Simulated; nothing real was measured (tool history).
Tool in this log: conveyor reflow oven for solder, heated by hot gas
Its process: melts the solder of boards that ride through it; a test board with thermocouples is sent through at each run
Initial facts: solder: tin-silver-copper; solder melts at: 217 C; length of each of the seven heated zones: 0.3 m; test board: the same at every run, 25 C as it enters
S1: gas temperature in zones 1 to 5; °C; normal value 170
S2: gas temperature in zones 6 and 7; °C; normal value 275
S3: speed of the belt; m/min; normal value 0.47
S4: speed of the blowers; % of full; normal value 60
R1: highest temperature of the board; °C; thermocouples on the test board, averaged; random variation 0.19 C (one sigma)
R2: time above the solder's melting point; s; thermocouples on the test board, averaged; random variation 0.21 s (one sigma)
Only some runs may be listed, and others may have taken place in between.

Run 1, hour 0: usual settings. Result: R1 253.7 °C, R2 55.6 s.
Run 2, hour 9: usual settings. Result: R1 253.6 °C, R2 55.8 s.
Run 3, hour 22.7: usual settings. Result: R1 253.8 °C, R2 56 s.
Run 4, hour 41.3: usual settings but S3 0.453 m/min. Result: R1 255.2 °C, R2 59.2 s.
Run 5, hour 56: usual settings. Result: R1 253.6 °C, R2 55.6 s.
Run 6, hour 66: usual settings but S1 163 °C. Result: R1 252.3 °C, R2 52.6 s.
Run 7, hour 82.8: usual settings but S1 163 °C. Result: R1 251.9 °C, R2 52.6 s.
Run 8, hour 102.8: usual settings but S1 163 °C. Result: R1 252.5 °C, R2 52.6 s.
Run 9, hour 118.2: usual settings but S1 165 °C. Result: R1 252.7 °C, R2 53.5 s.
Run 10, hour 132.9: usual settings. Result: R1 253.7 °C, R2 55.9 s.
Run 11, hour 141.8: usual settings but S1 166 °C. Result: R1 252.5 °C, R2 54.4 s.
Run 12, hour 162.2: usual settings but S1 166 °C. Result: R1 252.7 °C, R2 54 s.
Run 13, hour 174.1: usual settings but S1 166 °C. Result: R1 252.5 °C, R2 54 s.
Run 14, hour 186.6: usual settings but S1 172 °C, S2 273 °C. Result: R1 252.1 °C, R2 55.8 s.
Run 15, hour 202: usual settings but S1 172 °C, S2 273 °C. Result: R1 252.4 °C, R2 55.9 s.
Run 16, hour 219.9: usual settings but S1 185 °C, S2 268 °C, S3 0.501 m/min. Result: R1 248.6 °C, R2 54 s.
Run 17, hour 231: usual settings but S1 185 °C, S2 268 °C, S3 0.501 m/min. Result: R1 248.7 °C, R2 53.7 s.
Run 18, hour 247.5: usual settings but S1 156 °C, S2 276 °C, S3 0.494 m/min. Result: R1 249.4 °C, R2 45.5 s.
Run 19, hour 263.6: usual settings but S2 265 °C. Result: R1 244.9 °C, R2 49.2 s.
Run 20, hour 282: usual settings but S1 161 °C, S2 283 °C, S3 0.385 m/min. Result: R1 266.6 °C, R2 75.9 s.
Run 21, hour 301.9: usual settings but S1 173 °C, S2 286 °C, S3 0.542 m/min, S4 55 % of full. Result: R1 255.4 °C, R2 49.3 s.
Run 22, hour 310.8: usual settings but S1 169 °C, S2 279 °C, S3 0.417 m/min, S4 63 % of full. Result: R1 262.2 °C, R2 69.8 s.
Run 23, hour 323.4: usual settings but S1 169 °C, S2 279 °C, S3 0.417 m/min, S4 63 % of full. Result: R1 262.2 °C, R2 69.9 s.
Run 24, hour 335.5: usual settings but S1 172 °C, S2 276 °C, S3 0.417 m/min, S4 63 % of full. Result: R1 259.9 °C, R2 69.5 s.
Run 25, hour 354.9: usual settings but S1 172 °C. Result: R1 254.3 °C, R2 57.1 s.

The log once held 1 entry between its listed runs, left out of this copy. Where does each go, and what is different about the tool's unlogged condition between the listed run before it and the listed run after it?
Run 11 -> run 12: flux residue cleaned out of gas plates and filters (hour 148.5)
  heat that the gas passes to the board, % of a clean oven's: 99.8 -> 100
